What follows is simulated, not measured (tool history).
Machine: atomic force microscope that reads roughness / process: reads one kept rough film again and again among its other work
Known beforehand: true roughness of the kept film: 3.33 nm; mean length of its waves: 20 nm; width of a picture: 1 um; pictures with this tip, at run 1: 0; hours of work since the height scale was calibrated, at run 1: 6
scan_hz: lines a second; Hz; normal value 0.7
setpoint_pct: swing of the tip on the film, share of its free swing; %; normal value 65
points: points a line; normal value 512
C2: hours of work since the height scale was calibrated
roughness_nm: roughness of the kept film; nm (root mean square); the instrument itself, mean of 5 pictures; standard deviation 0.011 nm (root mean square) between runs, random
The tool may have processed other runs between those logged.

Run 1, hour 0: usual settings; pictures with this tip 0; C2 6. Result: roughness_nm 2.425 nm (root mean square).
Run 2, hour 16.5: usual settings; pictures with this tip 16; C2 14. Result: roughness_nm 2.411 nm (root mean square).
Run 3, hour 27.3: usual settings but points 678; pictures with this tip 27; C2 19. Result: roughness_nm 2.446 nm (root mean square).
Run 4, hour 37.6: usual settings but setpoint_pct 63 %; pictures with this tip 37; C2 24. Result: roughness_nm 2.448 nm (root mean square).
Run 5, hour 46.8: usual settings but scan_hz 1.567 Hz, setpoint_pct 63 %; pictures with this tip 47; C2 28. Result: roughness_nm 2.378 nm (root mean square).
Run 6, hour 54.9: usual settings but scan_hz 1.567 Hz, setpoint_pct 63 %; pictures with this tip 55; C2 32. Result: roughness_nm 2.372 nm (root mean square).
Run 7, hour 64.3: usual settings but scan_hz 1.567 Hz, setpoint_pct 63 %; pictures with this tip 64; C2 37. Result: roughness_nm 2.385 nm (root mean square).
Run 8, hour 71.6: usual settings but scan_hz 0.518 Hz, setpoint_pct 73 %, points 717; pictures with this tip 71; C2 40. Result: roughness_nm 2.438 nm (root mean square).
Run 9, hour 86.3: usual settings but scan_hz 1.872 Hz, setpoint_pct 82 %, points 501; pictures with this tip 86; C2 47. Result: roughness_nm 2.153 nm (root mean square).
Run 10, hour 93.6: usual settings but scan_hz 3.814 Hz, setpoint_pct 55 %, points 716; pictures with this tip 93; C2 51. Result: roughness_nm 2.343 nm (root mean square).
Run 11, hour 108.3: usual settings but scan_hz 1.719 Hz, points 936; pictures with this tip 108; C2 58. Result: roughness_nm 2.347 nm (root mean square).
Run 12, hour 118.2: usual settings but scan_hz 1.047 Hz, points 936; pictures with this tip 118; C2 63. Result: roughness_nm 2.421 nm (root mean square).

Below are 5 alternative next runs, each starting from the tool's condition after run 12. Predict each:
Run A, hour 134.3: usual settings but scan_hz 2.394 Hz, points 310; pictures with this tip 134; C2 71. Result: roughness_nm ?.
Run B, hour 134.3: usual settings but scan_hz 3.175 Hz, points 307; pictures with this tip 134; C2 71. Result: roughness_nm ?.
Run C, hour 134.3: usual settings but scan_hz 3.536 Hz, points 719; pictures with this tip 134; C2 71. Result: roughness_nm ?.
Run D, hour 134.3: usual settings but scan_hz 2.033 Hz, points 936; pictures with this tip 134; C2 71. Result: roughness_nm ?.
Run E, hour 134.3: usual settings but scan_hz 1.834 Hz, setpoint_pct 62 %, points 936; pictures with this tip 134; C2 71. Result: roughness_nm ?.

run  roughness_nm
  A         2.275
  B         2.214
  C          2.23
  D         2.343
  E         2.379
Had the tool no hidden state, the same runs would have come out as:
run  roughness_nm
  A         2.278
  B         2.216
  C         2.233
  D         2.346
  E         2.381

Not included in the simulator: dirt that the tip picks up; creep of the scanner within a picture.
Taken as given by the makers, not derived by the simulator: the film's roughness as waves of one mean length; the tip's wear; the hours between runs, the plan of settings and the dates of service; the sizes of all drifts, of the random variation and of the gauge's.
